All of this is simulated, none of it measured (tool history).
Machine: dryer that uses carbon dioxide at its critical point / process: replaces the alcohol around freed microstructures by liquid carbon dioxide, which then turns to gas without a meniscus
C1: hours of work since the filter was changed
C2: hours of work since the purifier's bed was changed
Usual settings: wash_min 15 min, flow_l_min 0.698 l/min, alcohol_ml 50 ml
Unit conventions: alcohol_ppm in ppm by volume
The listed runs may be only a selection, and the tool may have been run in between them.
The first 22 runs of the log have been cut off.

{"run": 23, "day": 9.279, "wash_min": 15, "flow_l_min": 0.698, "alcohol_ml": 50, "C1": 537, "C2": 241, "alcohol_ppm": 320}
{"run": 24, "day": 9.588, "wash_min": 15, "flow_l_min": 0.698, "alcohol_ml": 50, "C1": 541, "C2": 246, "alcohol_ppm": 323}
{"run": 25, "day": 9.821, "wash_min": 15, "flow_l_min": 0.698, "alcohol_ml": 50, "C1": 544, "C2": 249, "alcohol_ppm": 332}
{"run": 26, "day": 10.25, "wash_min": 18, "flow_l_min": 1.01, "alcohol_ml": 29, "C1": 550, "C2": 255, "alcohol_ppm": 66}
{"run": 27, "day": 10.525, "wash_min": 18, "flow_l_min": 1.01, "alcohol_ml": 29, "C1": 554, "C2": 259, "alcohol_ppm": 64}
{"day": 11.0, "done": "inlet filter changed"}
{"run": 28, "day": 11.075, "wash_min": 19, "flow_l_min": 0.978, "alcohol_ml": 26, "C1": 1, "C2": 266, "alcohol_ppm": 62}
{"run": 29, "day": 11.388, "wash_min": 19, "flow_l_min": 0.978, "alcohol_ml": 26, "C1": 5, "C2": 271, "alcohol_ppm": 65}
{"run": 30, "day": 11.921, "wash_min": 19, "flow_l_min": 0.978, "alcohol_ml": 26, "C1": 13, "C2": 278, "alcohol_ppm": 68}
{"run": 31, "day": 12.45, "wash_min": 19, "flow_l_min": 0.978, "alcohol_ml": 68, "C1": 20, "C2": 286, "alcohol_ppm": 64}
{"run": 32, "day": 12.875, "wash_min": 15, "flow_l_min": 1.006, "alcohol_ml": 50, "C1": 26, "C2": 292, "alcohol_ppm": 77}
{"run": 33, "day": 13.358, "wash_min": 15, "flow_l_min": 1.006, "alcohol_ml": 50, "C1": 33, "C2": 298, "alcohol_ppm": 95}
{"run": 34, "day": 13.654, "wash_min": 16, "flow_l_min": 0.611, "alcohol_ml": 104, "C1": 37, "C2": 303, "alcohol_ppm": 629}
{"run": 35, "day": 13.979, "wash_min": 16, "flow_l_min": 0.611, "alcohol_ml": 104, "C1": 42, "C2": 307, "alcohol_ppm": 639}
{"run": 36, "day": 14.267, "wash_min": 16, "flow_l_min": 0.464, "alcohol_ml": 104, "C1": 46, "C2": 311, "alcohol_ppm": 1879}
{"run": 37, "day": 14.721, "wash_min": 16, "flow_l_min": 0.464, "alcohol_ml": 104, "C1": 52, "C2": 318, "alcohol_ppm": 1858}
{"run": 38, "day": 14.942, "wash_min": 16, "flow_l_min": 0.464, "alcohol_ml": 104, "C1": 56, "C2": 321, "alcohol_ppm": 1894}
{"run": 39, "day": 15.2, "wash_min": 16, "flow_l_min": 0.464, "alcohol_ml": 104, "C1": 59, "C2": 324, "alcohol_ppm": 1907}
{"run": 40, "day": 15.442, "wash_min": 16, "flow_l_min": 0.913, "alcohol_ml": 23, "C1": 63, "C2": 328, "alcohol_ppm": 87}
{"run": 41, "day": 15.7, "wash_min": 17, "flow_l_min": 0.467, "alcohol_ml": 50, "C1": 66, "C2": 331, "alcohol_ppm": 774}
{"run": 42, "day": 16.162, "wash_min": 17, "flow_l_min": 0.467, "alcohol_ml": 50, "C1": 73, "C2": 338, "alcohol_ppm": 786}
{"run": 43, "day": 16.421, "wash_min": 13, "flow_l_min": 0.621, "alcohol_ml": 21, "C1": 76, "C2": 342, "alcohol_ppm": 329}
{"run": 44, "day": 16.783, "wash_min": 15, "flow_l_min": 0.536, "alcohol_ml": 24, "C1": 82, "C2": 347, "alcohol_ppm": 393}
{"run": 45, "day": 17.096, "wash_min": 12, "flow_l_min": 0.628, "alcohol_ml": 103, "C1": 86, "C2": 351, "alcohol_ppm": 1695}
{"run": 46, "day": 17.621, "wash_min": 14, "flow_l_min": 0.625, "alcohol_ml": 33, "C1": 93, "C2": 359, "alcohol_ppm": 372}

Here are 4 independent what-if runs from the current tool condition. What would each one return?
{"run": "A", "day": 17.875, "wash_min": 16, "flow_l_min": 0.698, "alcohol_ml": 100, "C1": 97, "C2": 362, "alcohol_ppm": "?"}
{"run": "B", "day": 17.875, "wash_min": 14, "flow_l_min": 0.446, "alcohol_ml": 45, "C1": 97, "C2": 362, "alcohol_ppm": "?"}
{"run": "C", "day": 17.875, "wash_min": 14, "flow_l_min": 0.605, "alcohol_ml": 23, "C1": 97, "C2": 362, "alcohol_ppm": "?"}
{"run": "D", "day": 17.875, "wash_min": 21, "flow_l_min": 0.967, "alcohol_ml": 59, "C1": 97, "C2": 362, "alcohol_ppm": "?"}

run=A alcohol_ppm=372
run=B alcohol_ppm=1445
run=C alcohol_ppm=324
run=D alcohol_ppm=80
Without the tool's hidden state the same runs would have given:
run=A alcohol_ppm=275
run=B alcohol_ppm=1311
run=C alcohol_ppm=233
run=D alcohol_ppm=4

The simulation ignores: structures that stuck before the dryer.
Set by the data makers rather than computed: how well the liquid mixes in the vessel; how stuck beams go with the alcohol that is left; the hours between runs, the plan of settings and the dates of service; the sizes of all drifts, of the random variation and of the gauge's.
